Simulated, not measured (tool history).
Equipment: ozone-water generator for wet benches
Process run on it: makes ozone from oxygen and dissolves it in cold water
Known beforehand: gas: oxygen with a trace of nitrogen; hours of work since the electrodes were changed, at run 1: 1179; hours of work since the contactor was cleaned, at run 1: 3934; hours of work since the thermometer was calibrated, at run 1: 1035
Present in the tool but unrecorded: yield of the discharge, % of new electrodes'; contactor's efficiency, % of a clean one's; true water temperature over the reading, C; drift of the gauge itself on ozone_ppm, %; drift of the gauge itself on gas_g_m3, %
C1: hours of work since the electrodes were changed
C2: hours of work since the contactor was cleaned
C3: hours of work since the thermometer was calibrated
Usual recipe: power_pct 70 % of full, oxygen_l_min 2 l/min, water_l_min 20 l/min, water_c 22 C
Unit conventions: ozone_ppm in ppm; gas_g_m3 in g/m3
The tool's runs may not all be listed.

{"run": 1, "hour": 0.0, "power_pct": 70, "oxygen_l_min": 2, "water_l_min": 20, "water_c": 22, "C1": 1179, "C2": 3934, "C3": 1035, "ozone_ppm": 11.4, "gas_g_m3": 238.8}
{"run": 2, "hour": 27.5, "power_pct": 70, "oxygen_l_min": 2, "water_l_min": 20, "water_c": 22, "C1": 1207, "C2": 3962, "C3": 1062, "ozone_ppm": 11.2, "gas_g_m3": 234.5}
{"run": 3, "hour": 50.1, "power_pct": 70, "oxygen_l_min": 2, "water_l_min": 20, "water_c": 22, "C1": 1229, "C2": 3984, "C3": 1085, "ozone_ppm": 11.2, "gas_g_m3": 233}
{"run": 4, "hour": 79.1, "power_pct": 70, "oxygen_l_min": 2, "water_l_min": 20, "water_c": 22, "C1": 1258, "C2": 4013, "C3": 1114, "ozone_ppm": 11.3, "gas_g_m3": 237.3}
{"run": 5, "hour": 105.7, "power_pct": 70, "oxygen_l_min": 2, "water_l_min": 20, "water_c": 22, "C1": 1285, "C2": 4040, "C3": 1140, "ozone_ppm": 11.3, "gas_g_m3": 234.1}
{"run": 6, "hour": 128.9, "power_pct": 70, "oxygen_l_min": 2, "water_l_min": 20, "water_c": 22, "C1": 1308, "C2": 4063, "C3": 1163, "ozone_ppm": 11.3, "gas_g_m3": 237.3}
{"run": 7, "hour": 158.3, "power_pct": 70, "oxygen_l_min": 2, "water_l_min": 20, "water_c": 22, "C1": 1338, "C2": 4093, "C3": 1193, "ozone_ppm": 11.1, "gas_g_m3": 234.3}
{"run": 8, "hour": 181.9, "power_pct": 47, "oxygen_l_min": 2, "water_l_min": 20, "water_c": 22, "C1": 1361, "C2": 4116, "C3": 1216, "ozone_ppm": 8.3, "gas_g_m3": 177.5}
{"run": 9, "hour": 199.0, "power_pct": 47, "oxygen_l_min": 2, "water_l_min": 20, "water_c": 22, "C1": 1378, "C2": 4133, "C3": 1234, "ozone_ppm": 8.4, "gas_g_m3": 178.7}
{"run": 10, "hour": 218.7, "power_pct": 47, "oxygen_l_min": 2, "water_l_min": 20, "water_c": 22, "C1": 1398, "C2": 4153, "C3": 1253, "ozone_ppm": 8.3, "gas_g_m3": 177.4}
{"run": 11, "hour": 234.6, "power_pct": 70, "oxygen_l_min": 2, "water_l_min": 20, "water_c": 22, "C1": 1414, "C2": 4169, "C3": 1269, "ozone_ppm": 11, "gas_g_m3": 235.7}
{"run": 12, "hour": 261.0, "power_pct": 70, "oxygen_l_min": 2, "water_l_min": 20, "water_c": 22, "C1": 1440, "C2": 4195, "C3": 1296, "ozone_ppm": 11.3, "gas_g_m3": 234.3}
{"run": 13, "hour": 287.8, "power_pct": 70, "oxygen_l_min": 2, "water_l_min": 20, "water_c": 22, "C1": 1467, "C2": 4222, "C3": 1322, "ozone_ppm": 11.1, "gas_g_m3": 233.6}
{"run": 14, "hour": 310.7, "power_pct": 70, "oxygen_l_min": 2, "water_l_min": 20, "water_c": 17, "C1": 1490, "C2": 4245, "C3": 1345, "ozone_ppm": 11.6, "gas_g_m3": 233.4}
{"run": 15, "hour": 340.0, "power_pct": 70, "oxygen_l_min": 2, "water_l_min": 20, "water_c": 17, "C1": 1519, "C2": 4274, "C3": 1375, "ozone_ppm": 11.2, "gas_g_m3": 233.6}
{"run": 16, "hour": 366.8, "power_pct": 70, "oxygen_l_min": 2, "water_l_min": 20, "water_c": 17, "C1": 1546, "C2": 4301, "C3": 1401, "ozone_ppm": 11.6, "gas_g_m3": 232.9}
{"run": 17, "hour": 388.6, "power_pct": 43, "oxygen_l_min": 2.72, "water_l_min": 13, "water_c": 18, "C1": 1568, "C2": 4323, "C3": 1423, "ozone_ppm": 13.7, "gas_g_m3": 147.3}
{"run": 18, "hour": 418.0, "power_pct": 43, "oxygen_l_min": 2.72, "water_l_min": 13, "water_c": 18, "C1": 1597, "C2": 4352, "C3": 1453, "ozone_ppm": 13.5, "gas_g_m3": 146.8}
{"run": 19, "hour": 437.6, "power_pct": 67, "oxygen_l_min": 1.52, "water_l_min": 13, "water_c": 24, "C1": 1617, "C2": 4372, "C3": 1472, "ozone_ppm": 15, "gas_g_m3": 252.7}
{"run": 20, "hour": 458.5, "power_pct": 67, "oxygen_l_min": 1.52, "water_l_min": 13, "water_c": 24, "C1": 1638, "C2": 4393, "C3": 1493, "ozone_ppm": 15, "gas_g_m3": 252.6}
{"run": 21, "hour": 485.6, "power_pct": 67, "oxygen_l_min": 1.52, "water_l_min": 13, "water_c": 24, "C1": 1665, "C2": 4420, "C3": 1520, "ozone_ppm": 15, "gas_g_m3": 256.2}
{"run": 22, "hour": 508.8, "power_pct": 57, "oxygen_l_min": 1.07, "water_l_min": 20, "water_c": 20, "C1": 1688, "C2": 4443, "C3": 1543, "ozone_ppm": 7.6, "gas_g_m3": 264.1}
{"run": 23, "hour": 526.8, "power_pct": 57, "oxygen_l_min": 1.07, "water_l_min": 20, "water_c": 20, "C1": 1706, "C2": 4461, "C3": 1561, "ozone_ppm": 7.7, "gas_g_m3": 260.7}
{"run": 24, "hour": 549.7, "power_pct": 70, "oxygen_l_min": 3.18, "water_l_min": 20, "water_c": 22, "C1": 1729, "C2": 4484, "C3": 1584, "ozone_ppm": 12.6, "gas_g_m3": 191.6}
{"run": 25, "hour": 562.9, "power_pct": 40, "oxygen_l_min": 1.89, "water_l_min": 31, "water_c": 21, "C1": 1742, "C2": 4497, "C3": 1597, "ozone_ppm": 4.5, "gas_g_m3": 162.5}
{"run": 26, "hour": 577.6, "power_pct": 70, "oxygen_l_min": 2.33, "water_l_min": 18, "water_c": 27, "C1": 1757, "C2": 4512, "C3": 1612, "ozone_ppm": 12.3, "gas_g_m3": 218.4}
{"run": 27, "hour": 601.4, "power_pct": 53, "oxygen_l_min": 1.26, "water_l_min": 12, "water_c": 20, "C1": 1781, "C2": 4536, "C3": 1636, "ozone_ppm": 13.4, "gas_g_m3": 231.9}
{"run": 28, "hour": 616.8, "power_pct": 91, "oxygen_l_min": 1.26, "water_l_min": 12, "water_c": 16, "C1": 1796, "C2": 4551, "C3": 1651, "ozone_ppm": 20.1, "gas_g_m3": 333.6}

Branching from run 28: 4 alternative next runs. What would each branch give?
{"run": "A", "hour": 638.2, "power_pct": 76, "oxygen_l_min": 2, "water_l_min": 17, "water_c": 18, "C1": 1818, "C2": 4572, "C3": 1673, "ozone_ppm": "?", "gas_g_m3": "?"}
{"run": "B", "hour": 638.2, "power_pct": 70, "oxygen_l_min": 2, "water_l_min": 20, "water_c": 22, "C1": 1818, "C2": 4572, "C3": 1673, "ozone_ppm": "?", "gas_g_m3": "?"}
{"run": "C", "hour": 638.2, "power_pct": 70, "oxygen_l_min": 1.82, "water_l_min": 20, "water_c": 29, "C1": 1818, "C2": 4572, "C3": 1673, "ozone_ppm": "?", "gas_g_m3": "?"}
{"run": "D", "hour": 638.2, "power_pct": 70, "oxygen_l_min": 3.22, "water_l_min": 20, "water_c": 22, "C1": 1818, "C2": 4572, "C3": 1673, "ozone_ppm": "?", "gas_g_m3": "?"}

run=A ozone_ppm=14.3 gas_g_m3=244.2
run=B ozone_ppm=11 gas_g_m3=228.8
run=C ozone_ppm=10.3 gas_g_m3=239.3
run=D ozone_ppm=12.6 gas_g_m3=190.6
Stripped of hidden state, with their random variation kept, the same runs would have yielded:
run=A ozone_ppm=15.7 gas_g_m3=253.6
run=B ozone_ppm=12.1 gas_g_m3=237.1
run=C ozone_ppm=11.3 gas_g_m3=248
run=D ozone_ppm=13.8 gas_g_m3=197.5
